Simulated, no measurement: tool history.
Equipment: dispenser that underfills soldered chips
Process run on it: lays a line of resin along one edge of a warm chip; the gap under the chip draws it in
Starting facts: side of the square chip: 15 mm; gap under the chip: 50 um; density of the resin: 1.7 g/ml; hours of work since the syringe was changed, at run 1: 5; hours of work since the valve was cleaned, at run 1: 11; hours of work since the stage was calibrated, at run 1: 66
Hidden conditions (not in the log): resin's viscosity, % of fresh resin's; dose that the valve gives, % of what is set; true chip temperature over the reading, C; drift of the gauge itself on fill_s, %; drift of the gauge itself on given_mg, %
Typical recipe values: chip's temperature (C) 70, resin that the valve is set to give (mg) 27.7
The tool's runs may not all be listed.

| run | hour | chip's temperature (C) | resin that the valve is set to give (mg) | hours of work since the syringe was changed | hours of work since the valve was cleaned | hours of work since the stage was calibrated | time until the resin shows at the far edge (s) | resin that the valve gave (mg) |
|---|---|---|---|---|---|---|---|---|
| 1 | 0 | 70 | 27.7 | 5 | 11 | 66 | 389.4 | 27.59 |
|  | 0.7 | new syringe of resin |
| 2 | 3.9 | 70 | 27.7 | 2 | 14 | 69 | 322.1 | 27.49 |
|  | 8.6 | new syringe of resin |
| 3 | 9.9 | 70 | 27.7 | 1 | 17 | 73 | 299 | 27.57 |
| 4 | 13.3 | 70 | 27.7 | 3 | 20 | 75 | 351.7 | 27.46 |
|  | 16.5 | new syringe of resin |
| 5 | 17.7 | 70 | 27.7 | 1 | 22 | 78 | 291.9 | 27.42 |
| 6 | 20.6 | 70 | 27.7 | 3 | 24 | 80 | 331.8 | 27.44 |
|  | 24.8 | new syringe of resin |
| 7 | 26.8 | 70 | 27.7 | 1 | 28 | 84 | 302.8 | 27.42 |
| 8 | 30.1 | 70 | 27.7 | 4 | 31 | 86 | 349 | 27.33 |
|  | 32.8 | new syringe of resin |
| 9 | 35.1 | 70 | 27.7 | 2 | 34 | 89 | 309.9 | 27.37 |
| 10 | 39.4 | 70 | 27.7 | 4 | 37 | 92 | 372.8 | 27.31 |
|  | 40.9 | new syringe of resin |
| 11 | 42.9 | 70 | 27.7 | 1 | 39 | 94 | 315.9 | 27.21 |
| 12 | 48.3 | 70 | 27.7 | 5 | 42 | 98 | 397.7 | 27.2 |
|  | 49.1 | new syringe of resin |
|  | 50.1 | dispensing valve cleaned and set on the balance |
| 13 | 54.9 | 70 | 27.7 | 3 | 3 | 101 | 348.1 | 27.62 |
|  | 58 | new syringe of resin |
| 14 | 61.6 | 70 | 27.7 | 2 | 8 | 106 | 329.6 | 27.63 |
| 15 | 64.8 | 70 | 27.7 | 5 | 10 | 108 | 385.4 | 27.59 |
|  | 66 | new syringe of resin |
| 16 | 68.8 | 70 | 27.7 | 2 | 12 | 110 | 321.5 | 27.54 |
| 17 | 72.8 | 70 | 27.7 | 5 | 15 | 113 | 384.6 | 27.48 |
|  | 74.1 | new syringe of resin |
| 18 | 76 | 70 | 27.7 | 1 | 17 | 115 | 303.2 | 27.48 |
|  | 82.1 | new syringe of resin |
| 19 | 82.2 | 60 | 28 | 0 | 21 | 119 | 499.6 | 27.78 |
| 20 | 85.6 | 58 | 29.2 | 2 | 23 | 121 | 656.5 | 28.97 |
| 21 | 88.4 | 58 | 29.2 | 4 | 25 | 123 | 735.9 | 28.8 |
|  | 90.5 | new syringe of resin |
| 22 | 91.8 | 70 | 25.4 | 1 | 27 | 125 | 314.7 | 25.15 |
| 23 | 97.5 | 62 | 26.6 | 5 | 31 | 129 | 616 | 26.19 |
|  | 98.7 | new syringe of resin |
| 24 | 100.7 | 84 | 24.6 | 1 | 33 | 131 | 155.1 | 24.25 |
| 25 | 105.7 | 84 | 24.6 | 5 | 36 | 134 | 200.6 | 24.19 |
|  | 106.6 | new syringe of resin |
| 26 | 110.8 | 84 | 24.6 | 3 | 39 | 137 | 179.7 | 24.13 |
|  | 114.5 | new syringe of resin |
|  | 117 | dispensing valve cleaned and set on the balance |
| 27 | 117.1 | 82 | 27.4 | 1 | 0 | 141 | 163.7 | 27.42 |

Predict the results of run 28:
| 28 | 121.2 | 82 | 27.4 | 4 | 3 | 143 | ? | ? |

Run 28 gave time until the resin shows at the far edge (s) 199.6, resin that the valve gave (mg) 27.36.
If the tool had no hidden condition, the same run with the same run-to-run variation would have returned time until the resin shows at the far edge (s) 147.5, resin that the valve gave (mg) 27.39.
